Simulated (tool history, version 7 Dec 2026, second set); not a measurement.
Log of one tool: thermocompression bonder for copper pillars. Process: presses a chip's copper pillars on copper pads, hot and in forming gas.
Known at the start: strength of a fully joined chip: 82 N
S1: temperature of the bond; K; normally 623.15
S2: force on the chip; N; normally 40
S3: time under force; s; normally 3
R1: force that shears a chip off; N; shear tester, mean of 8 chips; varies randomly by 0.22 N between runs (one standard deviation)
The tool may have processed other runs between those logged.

run 1 hour=0 | S1=623.15 S2=40 S3=3 | R1=45.5
run 2 hour=28.8 | S1=597.15 S2=40 S3=3 | R1=37.7
run 3 hour=78.1 | S1=597.15 S2=39 S3=3 | R1=36.8
-- hour=100.6 forming gas filter changed
run 4 hour=120.7 | S1=597.15 S2=39 S3=3 | R1=37.1
run 5 hour=153 | S1=597.15 S2=39 S3=3 | R1=37.3
run 6 hour=194.4 | S1=597.15 S2=39 S3=3 | R1=37
run 7 hour=237.7 | S1=597.15 S2=39 S3=3 | R1=36.9
-- hour=285.2 forming gas filter changed
run 8 hour=290.1 | S1=623.15 S2=40 S3=3 | R1=46.3
run 9 hour=333.2 | S1=623.15 S2=40 S3=3 | R1=46.2
-- hour=359.6 heater calibrated with a thermocouple chip
run 10 hour=391.5 | S1=623.15 S2=40 S3=3 | R1=45.5
run 11 hour=444.4 | S1=623.15 S2=27 S3=3 | R1=34.9
-- hour=474.1 forming gas filter changed
run 12 hour=484.7 | S1=623.15 S2=40 S3=3 | R1=46.2
run 13 hour=513.5 | S1=623.15 S2=40 S3=3 | R1=46
-- hour=519.3 force cell calibrated
run 14 hour=573.1 | S1=601.15 S2=40 S3=3 | R1=41.1
run 15 hour=614.7 | S1=601.15 S2=40 S3=3 | R1=41
-- hour=662.8 forming gas filter changed
run 16 hour=673.2 | S1=601.15 S2=40 S3=3 | R1=41.7
-- hour=726.1 heater calibrated with a thermocouple chip, once more
run 17 hour=739.8 | S1=601.15 S2=40 S3=3 | R1=39.3
run 18 hour=770.3 | S1=601.15 S2=40 S3=3 | R1=39.1
run 19 hour=804.7 | S1=623.15 S2=40 S3=3 | R1=45.3
-- hour=850.5 forming gas filter changed
run 20 hour=871.3 | S1=600.15 S2=25 S3=2 | R1=23.5
run 21 hour=910.4 | S1=613.15 S2=44 S3=3 | R1=45.7
run 22 hour=955.9 | S1=623.15 S2=40 S3=2 | R1=39.9
run 23 hour=1002.4 | S1=631.15 S2=28 S3=3 | R1=38.4
-- hour=1036.7 forming gas filter changed
run 24 hour=1053.8 | S1=640.15 S2=45 S3=3 | R1=55
run 25 hour=1098 | S1=600.15 S2=49 S3=3 | R1=44.7
run 26 hour=1151.9 | S1=600.15 S2=44 S3=2 | R1=35.4
run 27 hour=1191.5 | S1=604.15 S2=52 S3=5 | R1=54.7
-- hour=1220 forming gas filter changed
run 28 hour=1229.8 | S1=623.15 S2=52 S3=3 | R1=53.6
run 29 hour=1280.3 | S1=623.15 S2=52 S3=3 | R1=53.2
run 30 hour=1325.4 | S1=594.15 S2=34 S3=5 | R1=39.2

Forecast run 31:
run 31 hour=1359.2 | S1=594.15 S2=34 S3=5 | R1=?

R1: 39.2 N
Minus the tool's unlogged condition, the same run would have read R1 40.6 N.
